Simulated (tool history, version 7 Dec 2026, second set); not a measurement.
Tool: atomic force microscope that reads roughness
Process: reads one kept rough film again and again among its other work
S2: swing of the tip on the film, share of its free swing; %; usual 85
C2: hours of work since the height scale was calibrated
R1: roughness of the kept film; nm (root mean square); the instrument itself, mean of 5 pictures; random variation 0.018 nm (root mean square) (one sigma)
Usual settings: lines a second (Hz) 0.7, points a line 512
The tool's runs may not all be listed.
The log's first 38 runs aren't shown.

{"run": 39, "day": 90.962, "lines a second (Hz)": 2.279, "S2": 85, "points a line": 611, "pictures with this tip": 86, "C2": 437, "R1": 3.691}
{"run": 40, "day": 94.142, "lines a second (Hz)": 0.629, "S2": 85, "points a line": 512, "pictures with this tip": 166, "C2": 481, "R1": 4.072}
{"run": 41, "day": 95.833, "lines a second (Hz)": 3.471, "S2": 85, "points a line": 260, "pictures with this tip": 209, "C2": 505, "R1": 3.174}
{"run": 42, "day": 97.954, "lines a second (Hz)": 3.143, "S2": 65, "points a line": 260, "pictures with this tip": 262, "C2": 534, "R1": 3.717}
{"run": 43, "day": 100.721, "lines a second (Hz)": 0.704, "S2": 69, "points a line": 355, "pictures with this tip": 332, "C2": 572, "R1": 3.876}
{"run": 44, "day": 102.396, "lines a second (Hz)": 0.704, "S2": 69, "points a line": 355, "pictures with this tip": 374, "C2": 596, "R1": 3.805}
{"day": 102.704, "done": "new tip fitted"}
{"run": 45, "day": 104.425, "lines a second (Hz)": 0.704, "S2": 69, "points a line": 355, "pictures with this tip": 44, "C2": 623, "R1": 4.41}
{"run": 46, "day": 107.579, "lines a second (Hz)": 2.08, "S2": 68, "points a line": 284, "pictures with this tip": 123, "C2": 667, "R1": 3.999}
{"run": 47, "day": 110.604, "lines a second (Hz)": 0.669, "S2": 81, "points a line": 512, "pictures with this tip": 199, "C2": 709, "R1": 3.982}
{"run": 48, "day": 112.929, "lines a second (Hz)": 3.314, "S2": 87, "points a line": 870, "pictures with this tip": 258, "C2": 741, "R1": 3.075}
{"run": 49, "day": 115.112, "lines a second (Hz)": 0.7, "S2": 87, "points a line": 501, "pictures with this tip": 313, "C2": 772, "R1": 3.701}
{"run": 50, "day": 116.858, "lines a second (Hz)": 2.135, "S2": 77, "points a line": 366, "pictures with this tip": 357, "C2": 796, "R1": 3.453}
{"day": 117.812, "done": "new tip fitted"}
{"run": 51, "day": 118.583, "lines a second (Hz)": 3.832, "S2": 68, "points a line": 512, "pictures with this tip": 19, "C2": 819, "R1": 4.045}
{"run": 52, "day": 120.442, "lines a second (Hz)": 0.509, "S2": 85, "points a line": 828, "pictures with this tip": 66, "C2": 845, "R1": 4.291}
{"run": 53, "day": 123.658, "lines a second (Hz)": 3.036, "S2": 62, "points a line": 833, "pictures with this tip": 147, "C2": 890, "R1": 4.008}

Forecast each of these 3 alternatives for the next run:
{"run": "A", "day": 126.796, "lines a second (Hz)": 2.195, "S2": 71, "points a line": 297, "pictures with this tip": 226, "C2": 933, "R1": "?"}
{"run": "B", "day": 126.796, "lines a second (Hz)": 3.036, "S2": 62, "points a line": 817, "pictures with this tip": 226, "C2": 933, "R1": "?"}
{"run": "C", "day": 126.796, "lines a second (Hz)": 0.7, "S2": 60, "points a line": 642, "pictures with this tip": 226, "C2": 933, "R1": "?"}

run=A R1=3.754
run=B R1=3.833
run=C R1=4.068
Without the tool's hidden state the same runs would have given:
run=A R1=4.258
run=B R1=4.349
run=C R1=4.615
